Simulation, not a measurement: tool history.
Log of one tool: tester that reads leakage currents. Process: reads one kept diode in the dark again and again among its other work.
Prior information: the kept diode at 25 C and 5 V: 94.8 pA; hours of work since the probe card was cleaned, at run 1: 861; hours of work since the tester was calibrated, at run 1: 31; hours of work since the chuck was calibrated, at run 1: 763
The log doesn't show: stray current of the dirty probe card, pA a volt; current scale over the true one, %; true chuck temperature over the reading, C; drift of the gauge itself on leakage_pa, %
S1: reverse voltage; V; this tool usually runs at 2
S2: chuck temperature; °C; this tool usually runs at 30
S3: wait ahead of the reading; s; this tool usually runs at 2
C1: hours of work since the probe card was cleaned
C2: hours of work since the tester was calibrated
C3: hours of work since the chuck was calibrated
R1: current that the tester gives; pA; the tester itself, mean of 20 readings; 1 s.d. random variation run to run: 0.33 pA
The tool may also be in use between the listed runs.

| run | hour | S1 | S2 | S3 | C1 | C2 | C3 | R1 |
|---|---|---|---|---|---|---|---|---|
| 1 | 0 | 2 | 30 | 2 | 861 | 31 | 763 | 116.4 |
| 2 | 25.9 | 2 | 30 | 2 | 876 | 46 | 778 | 116.97 |
| 3 | 42.9 | 2 | 30 | 2 | 886 | 56 | 787 | 117.14 |
| 4 | 67.5 | 2 | 30 | 2 | 901 | 70 | 802 | 117.81 |
| 5 | 92.9 | 2 | 35 | 2 | 915 | 85 | 817 | 183.39 |
| 6 | 108.1 | 2 | 35 | 2 | 924 | 94 | 825 | 183.65 |
| 7 | 137.1 | 7.49 | 30 | 2 | 941 | 110 | 842 | 196.35 |
| 8 | 166 | 7.49 | 30 | 2 | 958 | 127 | 859 | 196.43 |
| 9 | 184.4 | 2 | 30 | 2 | 968 | 138 | 870 | 118.33 |
| 10 | 205.3 | 2 | 30 | 2 | 981 | 150 | 882 | 118.18 |
| 11 | 235.7 | 2 | 30 | 2 | 998 | 168 | 899 | 118.4 |
| 12 | 249.7 | 2 | 30 | 2 | 1006 | 176 | 908 | 118.64 |
| 13 | 264.6 | 2 | 30 | 2 | 1015 | 184 | 916 | 118.27 |
| 14 | 283.9 | 9.82 | 27 | 6.86 | 1026 | 196 | 927 | 168.73 |
| 15 | 314.7 | 9.82 | 27 | 6.86 | 1044 | 213 | 945 | 169.6 |
| 16 | 344.9 | 2 | 36 | 2 | 1062 | 231 | 963 | 203.17 |
| 17 | 369.6 | 2.6 | 33 | 4.14 | 1076 | 245 | 977 | 171.74 |
| 18 | 392.3 | 2.89 | 30 | 1.1 | 1089 | 259 | 990 | 137.56 |
| 19 | 417.2 | 2.89 | 30 | 1.1 | 1104 | 273 | 1005 | 137.17 |
| 20 | 443.2 | 1.12 | 42 | 2 | 1119 | 288 | 1020 | 274.2 |
| 21 | 461.1 | 1.12 | 42 | 2 | 1129 | 299 | 1030 | 277.02 |
| 22 | 492.2 | 1.12 | 42 | 2 | 1147 | 317 | 1048 | 276.57 |
| 23 | 512.3 | 3.61 | 35 | 1.14 | 1159 | 328 | 1060 | 236.11 |
| 24 | 526.6 | 3.61 | 35 | 1.14 | 1167 | 337 | 1068 | 235.54 |

Consider 5 possible next runs. They are alternatives, not a sequence: every one starts from the tool as it was left by run 24. What does each give?
| A | 549.1 | 2.44 | 26 | 0.53 | 1180 | 350 | 1081 | ? |
| B | 549.1 | 1.15 | 53 | 1.13 | 1180 | 350 | 1081 | ? |
| C | 549.1 | 3.2 | 24 | 3.05 | 1180 | 350 | 1081 | ? |
| D | 549.1 | 6.67 | 28 | 0.84 | 1180 | 350 | 1081 | ? |
| E | 549.1 | 2 | 30 | 1.1 | 1180 | 350 | 1081 | ? |

| run | R1 |
|---|---|
| A | 90.56 |
| B | 685.18 |
| C | 84.11 |
| D | 161.64 |
| E | 120.44 |
Without the tool's unlogged condition, the same runs would have read:
| run | R1 |
|---|---|
| A | 79.98 |
| B | 631.09 |
| C | 73.27 |
| D | 140.74 |
| E | 107.82 |
